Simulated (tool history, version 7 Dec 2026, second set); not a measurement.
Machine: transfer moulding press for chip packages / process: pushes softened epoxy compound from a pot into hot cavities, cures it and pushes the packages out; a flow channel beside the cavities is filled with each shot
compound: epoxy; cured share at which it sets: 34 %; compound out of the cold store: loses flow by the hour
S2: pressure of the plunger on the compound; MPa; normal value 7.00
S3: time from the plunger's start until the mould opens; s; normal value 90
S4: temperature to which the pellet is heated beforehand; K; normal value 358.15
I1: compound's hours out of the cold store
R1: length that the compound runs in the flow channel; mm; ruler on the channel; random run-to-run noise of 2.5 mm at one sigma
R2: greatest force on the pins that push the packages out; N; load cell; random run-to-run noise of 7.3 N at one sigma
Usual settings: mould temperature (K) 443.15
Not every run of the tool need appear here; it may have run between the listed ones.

Run 1, hour 0.0: usual settings; I1 23.8. Result: R1 626 mm, R2 497 N.
At hour 25.7: cavities cleaned with cleaning compound and waxed.
Run 2, hour 40.8: usual settings; I1 43.7. Result: R1 575 mm, R2 481 N.
At hour 66.8: cavities cleaned with cleaning compound and waxed.
Run 3, hour 66.8: usual settings; I1 43.8. Result: R1 573 mm, R2 310 N.
At hour 108.4: cavities cleaned with cleaning compound and waxed.
Run 4, hour 112.1: usual settings; I1 29.9. Result: R1 599 mm, R2 357 N.
At hour 118.0: mould's thermocouples calibrated.
Run 5, hour 134.6: usual settings; I1 42.5. Result: R1 562 mm, R2 514 N.
At hour 153.8: cavities cleaned with cleaning compound and waxed.
Run 6, hour 159.0: usual settings but mould temperature (K) 437.15, S2 8.51 MPa, S3 84 s, S4 362.15 K; I1 38.6. Result: R1 649 mm, R2 699 N.
Run 7, hour 191.1: usual settings but mould temperature (K) 437.15, S2 6.88 MPa, S3 84 s, S4 367.15 K; I1 17.0. Result: R1 621 mm, R2 1112 N.
At hour 195.7: cavities cleaned with cleaning compound and waxed.
At hour 217.5: mould's thermocouples calibrated, once more.
Run 8, hour 221.3: usual settings but S4 348.15 K; I1 37.1. Result: R1 565 mm, R2 509 N.
At hour 241.5: cavities cleaned with cleaning compound and waxed.
At hour 252.9: plunger's sealing rings changed.
Run 9, hour 259.9: usual settings but mould temperature (K) 436.15, S3 113 s, S4 362.15 K; I1 33.8. Result: R1 638 mm, R2 467 N.
At hour 285.0: cavities cleaned with cleaning compound and waxed.
Run 10, hour 285.0: usual settings but mould temperature (K) 436.15, S3 113 s, S4 362.15 K; I1 23.0. Result: R1 665 mm, R2 303 N.

For some of the steps in R1 from one run to the next: how much would appear even if the tool had no hidden state, given the settings, what came in and random variation, and how much remains for the hidden state plus any gauge scatter that the measured result and the result without hidden state don't share?
The tool's hidden condition here consists of: true mould temperature over the reading, C; pressure that reaches the compound, % of what is set; grip of the stained cavities, % over clean ones'; drift of the gauge itself on flow_mm, %; drift of the gauge itself on push_out_n, %.
Run 5 -> 6: mould temperature (K) 443.15 -> 437.15, S2 7.00 -> 8.51, S3 90 -> 84, S4 358.15 -> 362.15, cavities cleaned with cleaning compound and waxed. R1 +87 mm: hidden state -8, all else +95.
Run 8 -> 9: mould temperature (K) 443.15 -> 436.15, S3 90 -> 113, S4 348.15 -> 362.15, cavities cleaned with cleaning compound and waxed, plunger's sealing rings changed. R1 +73 mm: hidden state +43, all else +30.
